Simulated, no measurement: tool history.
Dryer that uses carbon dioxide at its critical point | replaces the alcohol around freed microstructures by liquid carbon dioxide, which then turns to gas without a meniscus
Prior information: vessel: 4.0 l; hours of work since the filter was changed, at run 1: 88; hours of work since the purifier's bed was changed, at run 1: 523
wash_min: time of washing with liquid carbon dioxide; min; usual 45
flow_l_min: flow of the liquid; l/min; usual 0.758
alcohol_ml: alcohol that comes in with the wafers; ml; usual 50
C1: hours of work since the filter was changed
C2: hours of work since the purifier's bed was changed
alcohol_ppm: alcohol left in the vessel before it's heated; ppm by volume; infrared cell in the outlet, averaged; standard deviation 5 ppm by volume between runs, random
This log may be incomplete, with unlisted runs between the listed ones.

Run 1, hour 0.0: usual settings; C1 88; C2 523. Result: alcohol_ppm 242 ppm by volume.
Run 2, hour 33.7: usual settings; C1 99; C2 534. Result: alcohol_ppm 255 ppm by volume.
Run 3, hour 62.7: usual settings; C1 109; C2 544. Result: alcohol_ppm 247 ppm by volume.
Run 4, hour 89.8: usual settings but wash_min 57 min; C1 119; C2 553. Result: alcohol_ppm 255 ppm by volume.
Run 5, hour 116.1: usual settings; C1 127; C2 562. Result: alcohol_ppm 271 ppm by volume.
Run 6, hour 146.6: usual settings but wash_min 69 min; C1 138; C2 572. Result: alcohol_ppm 262 ppm by volume.
Run 7, hour 194.6: usual settings but wash_min 69 min; C1 154; C2 588. Result: alcohol_ppm 264 ppm by volume.
Run 8, hour 224.7: usual settings but wash_min 69 min; C1 164; C2 599. Result: alcohol_ppm 254 ppm by volume.
Run 9, hour 263.8: usual settings but wash_min 69 min, alcohol_ml 26 ml; C1 178; C2 612. Result: alcohol_ppm 277 ppm by volume.
At hour 285.8: purifier's bed changed.
Run 10, hour 291.2: usual settings but alcohol_ml 26 ml; C1 186; C2 2. Result: alcohol_ppm 17 ppm by volume.
Run 11, hour 323.8: usual settings but alcohol_ml 26 ml; C1 197; C2 13. Result: alcohol_ppm 19 ppm by volume.
Run 12, hour 382.4: usual settings but alcohol_ml 38 ml; C1 217; C2 33. Result: alcohol_ppm 30 ppm by volume.
Run 13, hour 423.6: usual settings but alcohol_ml 38 ml; C1 231; C2 47. Result: alcohol_ppm 36 ppm by volume.
Run 14, hour 470.4: usual settings but alcohol_ml 38 ml; C1 247; C2 63. Result: alcohol_ppm 40 ppm by volume.
Run 15, hour 506.6: usual settings but wash_min 66 min, alcohol_ml 38 ml; C1 259; C2 75. Result: alcohol_ppm 36 ppm by volume.
Run 16, hour 561.3: usual settings but wash_min 66 min, alcohol_ml 38 ml; C1 277; C2 93. Result: alcohol_ppm 49 ppm by volume.
Run 17, hour 594.0: usual settings but wash_min 66 min, alcohol_ml 38 ml; C1 288; C2 105. Result: alcohol_ppm 57 ppm by volume.
Run 18, hour 641.9: usual settings but wash_min 66 min, alcohol_ml 38 ml; C1 305; C2 121. Result: alcohol_ppm 64 ppm by volume.
Run 19, hour 693.8: usual settings but wash_min 66 min, alcohol_ml 38 ml; C1 322; C2 138. Result: alcohol_ppm 70 ppm by volume.
Run 20, hour 729.0: usual settings but wash_min 66 min, alcohol_ml 38 ml; C1 334; C2 150. Result: alcohol_ppm 72 ppm by volume.
Run 21, hour 766.4: usual settings but wash_min 66 min, alcohol_ml 38 ml; C1 347; C2 163. Result: alcohol_ppm 73 ppm by volume.
At hour 774.8: inlet filter changed.
Run 22, hour 802.3: usual settings but wash_min 66 min, alcohol_ml 38 ml; C1 9; C2 175. Result: alcohol_ppm 87 ppm by volume.
Run 23, hour 840.5: usual settings but wash_min 66 min, alcohol_ml 38 ml; C1 22; C2 188. Result: alcohol_ppm 86 ppm by volume.
Run 24, hour 868.4: usual settings but wash_min 61 min, alcohol_ml 112 ml; C1 32; C2 197. Result: alcohol_ppm 100 ppm by volume.
Run 25, hour 904.2: usual settings but wash_min 50 min, flow_l_min 0.564 l/min, alcohol_ml 32 ml; C1 44; C2 209. Result: alcohol_ppm 117 ppm by volume.
Run 26, hour 945.7: usual settings but wash_min 50 min, flow_l_min 0.516 l/min; C1 58; C2 223. Result: alcohol_ppm 165 ppm by volume.
Run 27, hour 982.6: usual settings but wash_min 43 min, alcohol_ml 73 ml; C1 70; C2 236. Result: alcohol_ppm 136 ppm by volume.
Run 28, hour 1034.3: usual settings but wash_min 67 min, flow_l_min 1.147 l/min, alcohol_ml 30 ml; C1 88; C2 253. Result: alcohol_ppm 122 ppm by volume.
Run 29, hour 1074.6: usual settings but wash_min 31 min, flow_l_min 0.741 l/min, alcohol_ml 64 ml; C1 102; C2 267. Result: alcohol_ppm 281 ppm by volume.
Run 30, hour 1117.4: usual settings but wash_min 31 min, flow_l_min 0.741 l/min, alcohol_ml 64 ml; C1 116; C2 282. Result: alcohol_ppm 282 ppm by volume.
Run 31, hour 1162.7: usual settings but wash_min 31 min, flow_l_min 0.741 l/min, alcohol_ml 64 ml; C1 132; C2 297. Result: alcohol_ppm 317 ppm by volume.
Run 32, hour 1207.1: usual settings but wash_min 71 min, flow_l_min 1.121 l/min, alcohol_ml 53 ml; C1 147; C2 312. Result: alcohol_ppm 139 ppm by volume.
Run 33, hour 1244.5: usual settings but wash_min 71 min, flow_l_min 1.121 l/min, alcohol_ml 53 ml; C1 159; C2 325. Result: alcohol_ppm 146 ppm by volume.
Run 34, hour 1296.8: usual settings but wash_min 71 min, flow_l_min 1.154 l/min; C1 177; C2 342. Result: alcohol_ppm 166 ppm by volume.
Run 35, hour 1335.6: usual settings but wash_min 62 min, flow_l_min 1.154 l/min, alcohol_ml 35 ml; C1 190; C2 356. Result: alcohol_ppm 162 ppm by volume.

Hidden condition of the tool, last listed run before each entry between runs versus first listed run after:
Logged between run 9 and run 10: purifier's bed changed (hour 285.8)
  flow that reaches the vessel past the clogged filter, %: 92.6 -> 92.3; alcohol in the recycled carbon dioxide, ppm: 272.9 -> 6.2
  measured less the result without the state, alcohol_ppm: +272 -> +5 ppm by volume
Logged between run 21 and run 22: inlet filter changed (hour 774.8)
  flow that reaches the vessel past the clogged filter, %: 85.8 -> 99.4; alcohol in the recycled carbon dioxide, ppm: 75.9 -> 81.2
  measured less the result without the state, alcohol_ppm: +72 -> +78 ppm by volume
